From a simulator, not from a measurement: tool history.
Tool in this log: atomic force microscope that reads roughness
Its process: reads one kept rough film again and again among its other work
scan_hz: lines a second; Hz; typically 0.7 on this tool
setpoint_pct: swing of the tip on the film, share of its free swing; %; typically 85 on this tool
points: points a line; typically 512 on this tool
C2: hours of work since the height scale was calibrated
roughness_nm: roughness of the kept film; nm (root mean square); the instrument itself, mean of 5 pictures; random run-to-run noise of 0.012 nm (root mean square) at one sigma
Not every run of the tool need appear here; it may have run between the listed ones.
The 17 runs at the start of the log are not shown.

run 18 hour=486.4 | scan_hz=0.7 setpoint_pct=85 points=512 | pictures_with_this_tip=137 C2=103 | roughness_nm=2.409
run 19 hour=504.8 | scan_hz=0.7 setpoint_pct=85 points=512 | pictures_with_this_tip=160 C2=116 | roughness_nm=2.349
run 20 hour=532.6 | scan_hz=0.508 setpoint_pct=57 points=499 | pictures_with_this_tip=195 C2=135 | roughness_nm=2.365
run 21 hour=566.9 | scan_hz=0.508 setpoint_pct=57 points=499 | pictures_with_this_tip=239 C2=159 | roughness_nm=2.238
run 22 hour=603.2 | scan_hz=0.7 setpoint_pct=73 points=909 | pictures_with_this_tip=285 C2=184 | roughness_nm=2.154
run 23 hour=638.2 | scan_hz=1.544 setpoint_pct=71 points=475 | pictures_with_this_tip=330 C2=208 | roughness_nm=2.035
-- hour=642 new tip fitted
run 24 hour=658 | scan_hz=3.278 setpoint_pct=61 points=475 | pictures_with_this_tip=20 C2=222 | roughness_nm=2.644
run 25 hour=679.1 | scan_hz=3.278 setpoint_pct=61 points=475 | pictures_with_this_tip=47 C2=236 | roughness_nm=2.568
run 26 hour=714.5 | scan_hz=1.077 setpoint_pct=68 points=798 | pictures_with_this_tip=92 C2=261 | roughness_nm=2.519
run 27 hour=744.3 | scan_hz=0.7 setpoint_pct=76 points=298 | pictures_with_this_tip=130 C2=281 | roughness_nm=2.384
run 28 hour=765.6 | scan_hz=0.7 setpoint_pct=76 points=298 | pictures_with_this_tip=157 C2=296 | roughness_nm=2.313
run 29 hour=793.1 | scan_hz=0.7 setpoint_pct=76 points=298 | pictures_with_this_tip=192 C2=315 | roughness_nm=2.247
run 30 hour=813.9 | scan_hz=0.7 setpoint_pct=64 points=820 | pictures_with_this_tip=218 C2=329 | roughness_nm=2.256
run 31 hour=836.2 | scan_hz=1.425 setpoint_pct=76 points=445 | pictures_with_this_tip=247 C2=345 | roughness_nm=2.115

Forecast run 32:
run 32 hour=868.4 | scan_hz=1.833 setpoint_pct=76 points=356 | pictures_with_this_tip=288 C2=367 | roughness_nm=?

roughness_nm: 2.014 nm (root mean square)
If the tool had no hidden condition, the same run with the same run-to-run variation would have returned roughness_nm 2.707 nm (root mean square).

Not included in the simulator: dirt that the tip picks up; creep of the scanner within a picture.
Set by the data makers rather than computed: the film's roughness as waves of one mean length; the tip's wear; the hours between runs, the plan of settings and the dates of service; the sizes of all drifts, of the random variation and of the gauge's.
